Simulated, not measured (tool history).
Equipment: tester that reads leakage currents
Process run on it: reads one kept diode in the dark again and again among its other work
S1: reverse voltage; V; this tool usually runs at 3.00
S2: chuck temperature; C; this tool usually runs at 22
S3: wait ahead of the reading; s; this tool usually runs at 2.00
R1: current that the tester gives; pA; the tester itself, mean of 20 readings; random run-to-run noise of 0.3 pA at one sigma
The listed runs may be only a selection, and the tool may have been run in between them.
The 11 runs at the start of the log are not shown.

Run 12, day 23.325: usual settings but S3 2.78 s. Result: R1 107.34 pA.
Run 13, day 24.588: usual settings but S3 2.78 s. Result: R1 108.07 pA.
Run 14, day 25.908: usual settings but S3 0.30 s. Result: R1 109.92 pA.
Run 15, day 27.079: usual settings but S3 0.96 s. Result: R1 108.68 pA.
Run 16, day 29.771: usual settings but S3 0.96 s. Result: R1 110.70 pA.
Run 17, day 31.846: usual settings but S3 0.96 s. Result: R1 111.79 pA.
Run 18, day 33.029: usual settings but S3 0.96 s. Result: R1 111.74 pA.
Run 19, day 34.258: usual settings but S3 0.96 s. Result: R1 113.01 pA.
Run 20, day 35.608: usual settings. Result: R1 112.07 pA.
Run 21, day 38.138: usual settings but S2 36 C. Result: R1 313.06 pA.
Run 22, day 40.738: usual settings but S2 36 C. Result: R1 315.47 pA.
Run 23, day 42.146: usual settings but S2 36 C. Result: R1 318.47 pA.

The next listed run, before its measurement:
Run 24, day 44.550: usual settings but S1 1.17 V, S2 36 C, S3 0.98 s. Result: R1 ?.

{"run 24": {"R1": 184.05}}
Without the tool's hidden state the same run would have given R1 164.54 pA.

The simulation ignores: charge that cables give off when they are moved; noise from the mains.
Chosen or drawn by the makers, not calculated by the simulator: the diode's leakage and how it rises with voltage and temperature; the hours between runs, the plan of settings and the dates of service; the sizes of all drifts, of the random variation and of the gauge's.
